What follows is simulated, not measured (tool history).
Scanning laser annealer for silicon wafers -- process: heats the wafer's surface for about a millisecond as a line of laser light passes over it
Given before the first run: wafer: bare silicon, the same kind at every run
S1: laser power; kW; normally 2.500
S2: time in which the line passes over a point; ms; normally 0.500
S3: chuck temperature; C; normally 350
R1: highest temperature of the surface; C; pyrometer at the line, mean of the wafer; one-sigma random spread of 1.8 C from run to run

run 1 day=0.000 | S1=2.500 S2=0.500 S3=350 | R1=1049
run 2 day=0.388 | S1=2.500 S2=0.500 S3=350 | R1=1047
run 3 day=0.700 | S1=2.648 S2=0.500 S3=350 | R1=1087
run 4 day=1.104 | S1=2.648 S2=0.500 S3=350 | R1=1084
run 5 day=1.575 | S1=2.500 S2=0.500 S3=350 | R1=1044
run 6 day=2.167 | S1=2.500 S2=0.500 S3=350 | R1=1044
run 7 day=2.579 | S1=2.500 S2=0.500 S3=348 | R1=1041
run 8 day=3.208 | S1=2.500 S2=0.500 S3=350 | R1=1043
run 9 day=3.796 | S1=2.500 S2=0.500 S3=350 | R1=1044
run 10 day=4.412 | S1=2.167 S2=0.500 S3=350 | R1=956
run 11 day=5.012 | S1=2.167 S2=0.356 S3=331 | R1=844
run 12 day=5.533 | S1=2.323 S2=0.426 S3=338 | R1=942
run 13 day=6.071 | S1=2.416 S2=0.546 S3=353 | R1=1055
run 14 day=6.621 | S1=2.576 S2=0.368 S3=382 | R1=998
run 15 day=7.154 | S1=2.739 S2=0.451 S3=355 | R1=1073
run 16 day=7.638 | S1=2.503 S2=0.433 S3=355 | R1=1006

For run 17, what comes out?
run 17 day=7.950 | S1=2.503 S2=0.433 S3=355 | R1=?

R1: 1001 C
Had the tool carried no hidden state, the very same run would have given R1 1019 C.
